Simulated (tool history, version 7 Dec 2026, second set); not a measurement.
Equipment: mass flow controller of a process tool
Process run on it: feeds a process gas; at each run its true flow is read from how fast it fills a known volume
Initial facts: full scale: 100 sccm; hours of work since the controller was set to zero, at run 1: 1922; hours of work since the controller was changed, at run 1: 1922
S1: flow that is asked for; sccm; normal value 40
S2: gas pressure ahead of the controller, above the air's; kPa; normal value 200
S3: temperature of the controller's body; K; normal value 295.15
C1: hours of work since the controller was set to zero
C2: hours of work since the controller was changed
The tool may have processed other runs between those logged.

Run 1, hour 0: usual settings; C1 1922; C2 1922. Result: true flow (%) 98.17.
Run 2, hour 166.6: usual settings but S2 246 kPa; C1 1987; C2 1987. Result: true flow (%) 97.92.
Run 3, hour 276.7: usual settings but S1 83 sccm; C1 2030; C2 2030. Result: true flow (%) 99.56.
Run 4, hour 481.3: usual settings but S1 83 sccm; C1 2111; C2 2111. Result: true flow (%) 99.72.
Run 5, hour 590.7: usual settings; C1 2154; C2 2154. Result: true flow (%) 98.24.
At hour 606.7: controller's zero set anew.
Run 6, hour 768.6: usual settings but S1 10 sccm, S2 175 kPa, S3 312.15 K; C1 64; C2 2223. Result: true flow (%) 96.18.
Run 7, hour 888.3: usual settings but S1 10 sccm, S2 219 kPa, S3 303.15 K; C1 111; C2 2271. Result: true flow (%) 95.25.

Predict the results of run 8:
Run 8, hour 987.9: usual settings but S1 10 sccm, S2 219 kPa, S3 303.15 K; C1 150; C2 2310. Result: true flow (%) ?.

Run 8 measured true flow (%) 95.05.
The same run, on a tool lacking any hidden state, would have yielded true flow (%) 97.55.
